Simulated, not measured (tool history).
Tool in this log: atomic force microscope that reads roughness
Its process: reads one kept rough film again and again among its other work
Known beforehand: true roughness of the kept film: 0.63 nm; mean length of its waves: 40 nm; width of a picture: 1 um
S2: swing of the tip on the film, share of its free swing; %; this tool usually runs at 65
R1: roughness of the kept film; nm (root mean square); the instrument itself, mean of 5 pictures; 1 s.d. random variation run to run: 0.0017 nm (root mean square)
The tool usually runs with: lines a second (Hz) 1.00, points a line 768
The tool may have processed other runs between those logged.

Run 1, hour 0.0: usual settings. Result: R1 0.595 nm (root mean square).
Run 2, hour 13.7: usual settings. Result: R1 0.593 nm (root mean square).
Run 3, hour 30.0: usual settings. Result: R1 0.590 nm (root mean square).
Run 4, hour 43.9: usual settings. Result: R1 0.585 nm (root mean square).
Run 5, hour 59.2: usual settings but points a line 368. Result: R1 0.585 nm (root mean square).
Run 6, hour 69.0: usual settings but points a line 368. Result: R1 0.581 nm (root mean square).
Run 7, hour 82.0: usual settings but S2 83 %. Result: R1 0.545 nm (root mean square).
Run 8, hour 94.7: usual settings but S2 83 %. Result: R1 0.542 nm (root mean square).
Run 9, hour 106.2: usual settings but S2 83 %. Result: R1 0.539 nm (root mean square).
Run 10, hour 119.0: usual settings but S2 83 %. Result: R1 0.538 nm (root mean square).
Run 11, hour 126.2: usual settings but S2 83 %. Result: R1 0.537 nm (root mean square).
Run 12, hour 137.6: usual settings but lines a second (Hz) 1.32, S2 56 %, points a line 909. Result: R1 0.580 nm (root mean square).
Run 13, hour 144.7: usual settings but lines a second (Hz) 1.32, S2 56 %, points a line 909. Result: R1 0.578 nm (root mean square).
At hour 159.1: new tip fitted.
Run 14, hour 160.1: usual settings but lines a second (Hz) 3.86, S2 68 %, points a line 722. Result: R1 0.516 nm (root mean square).
Run 15, hour 167.4: usual settings but lines a second (Hz) 1.27, S2 69 %, points a line 722. Result: R1 0.577 nm (root mean square).
Run 16, hour 180.6: usual settings but lines a second (Hz) 0.74, S2 77 %, points a line 810. Result: R1 0.582 nm (root mean square).
Run 17, hour 191.3: usual settings but lines a second (Hz) 3.62, S2 64 %, points a line 750. Result: R1 0.533 nm (root mean square).
Run 18, hour 204.2: usual settings but lines a second (Hz) 3.62, S2 64 %, points a line 750. Result: R1 0.537 nm (root mean square).
Run 19, hour 215.3: usual settings but lines a second (Hz) 3.62, S2 64 %, points a line 750. Result: R1 0.533 nm (root mean square).

Forecast each of these 4 alternatives for the next run:
Run A, hour 222.6: usual settings but lines a second (Hz) 2.51, points a line 761. Result: R1 ?.
Run B, hour 222.6: usual settings but lines a second (Hz) 0.60, S2 67 %. Result: R1 ?.
Run C, hour 222.6: usual settings but lines a second (Hz) 1.10, S2 73 %, points a line 411. Result: R1 ?.
Run D, hour 222.6: usual settings but lines a second (Hz) 1.95, S2 66 %. Result: R1 ?.

run     R1
  A  0.548
  B  0.595
  C  0.566
  D  0.559
With the hidden condition removed and each run's random variation left untouched, the same runs would have given:
run     R1
  A  0.560
  B  0.607
  C  0.578
  D  0.571
